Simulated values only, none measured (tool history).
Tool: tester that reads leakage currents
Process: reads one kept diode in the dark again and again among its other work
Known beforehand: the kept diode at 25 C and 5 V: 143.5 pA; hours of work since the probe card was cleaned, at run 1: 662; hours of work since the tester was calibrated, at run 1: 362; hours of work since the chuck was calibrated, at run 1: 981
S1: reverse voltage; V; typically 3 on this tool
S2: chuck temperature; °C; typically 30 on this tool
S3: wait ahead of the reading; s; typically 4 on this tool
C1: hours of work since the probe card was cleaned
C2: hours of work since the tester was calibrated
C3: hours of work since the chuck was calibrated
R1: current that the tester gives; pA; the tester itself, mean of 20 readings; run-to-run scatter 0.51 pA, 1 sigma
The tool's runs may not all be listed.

run	hour	S1	S2	S3	C1	C2	C3	R1
1	0	3	30	4	662	362	981	161.3
2	46.5	3	30	4	690	390	1008	161.17
3	86.8	3	30	4	714	414	1032	160.54
4	151.9	3	30	4	752	453	1071	160.99
5	204.2	3	30	0.35	784	484	1102	162.79
6	266.7	3	30	0.35	821	521	1140	161.6
# hour 296.3: chuck's temperature calibrated
7	304.4	3	30	4	842	542	5	172.15
8	358.4	3	30	4	874	574	37	171.49
9	392.7	3	30	4	895	595	57	171.06
10	426.9	3	30	4	915	615	78	170.57
11	488.2	3	30	4	952	652	114	169.96
12	519.3	3	30	4	970	670	133	170.21
13	560.9	3	30	4	995	695	158	171.14
14	611.1	3	30	4	1025	725	188	170.28
# hour 617.2: probe card cleaned and baked
15	678.4	3	31	4	36	763	226	183.21
16	734.8	3	31	4	70	797	260	183.45
17	796.9	18.76	31	4	107	834	297	403.44
18	831.7	18.76	31	4	128	855	317	406.33
19	871.6	18.76	31	4	152	878	341	404.3
20	930.2	3	26	4	187	913	376	125.42
21	962.8	3	26	4	206	933	395	125.2
22	994.1	3	34	1.96	225	951	414	226.11
# hour 1018.9: probe card cleaned and baked, once more
23	1054.4	6	34	1.96	21	986	448	304.05
24	1094.6	1.12	30	1.25	45	1010	472	109.19
25	1124.3	6.06	30	0.33	63	1027	490	229.55
26	1167.8	1.27	30	4	89	1053	516	115.07
27	1232.1	1.27	30	4	127	1092	554	114.97
28	1288.1	1.09	46	4	160	1125	588	335.57
29	1344.1	1.09	46	4	194	1158	621	335.42
30	1379.4	3	43	4	215	1179	642	420.57
31	1406.8	4.57	47	1.1	231	1196	658	661.97
32	1466.1	4.57	47	1.1	267	1231	694	662.08
33	1517.4	4.57	47	1.1	297	1262	724	662.72
34	1564.4	4.57	47	1.1	325	1290	752	661.6
35	1598.2	4.57	47	1.93	345	1310	772	660.6
36	1654.6	3	36	4	379	1343	806	255.14
37	1716.4	1.87	34	0.58	416	1380	843	179.49
38	1743.6	5.04	34	3.81	432	1396	859	274.76
39	1794.1	6.4	25	0.54	462	1426	889	157.33

What differs in the tool's unlogged condition from the final listed run ahead of each entry between runs to the first listed run following it?
In the gap between runs 6 and 7: chuck's temperature calibrated (hour 296.3)
  stray current of the dirty probe card, pA a volt: 0.199 -> 0.203; current scale over the true one, %: -0.19 -> -0.2; true chuck temperature over the reading, C: -0.75 -> 0.19
  difference, measured minus the result without the unlogged condition, R1: -9 -> +2.61 pA
In the gap between runs 14 and 15: probe card cleaned and baked (hour 617.2)
  stray current of the dirty probe card, pA a volt: 0.242 -> 0.319; true chuck temperature over the reading, C: 0.06 -> 0.03
  difference, measured minus the result without the unlogged condition, R1: +1.03 -> +0.9 pA
In the gap between runs 22 and 23: probe card cleaned and baked, once more (hour 1018.9)
  stray current of the dirty probe card, pA a volt: 0.358 -> 0.025; true chuck temperature over the reading, C: -0.1 -> -0.12
  difference, measured minus the result without the unlogged condition, R1: -1.22 -> -3.52 pA

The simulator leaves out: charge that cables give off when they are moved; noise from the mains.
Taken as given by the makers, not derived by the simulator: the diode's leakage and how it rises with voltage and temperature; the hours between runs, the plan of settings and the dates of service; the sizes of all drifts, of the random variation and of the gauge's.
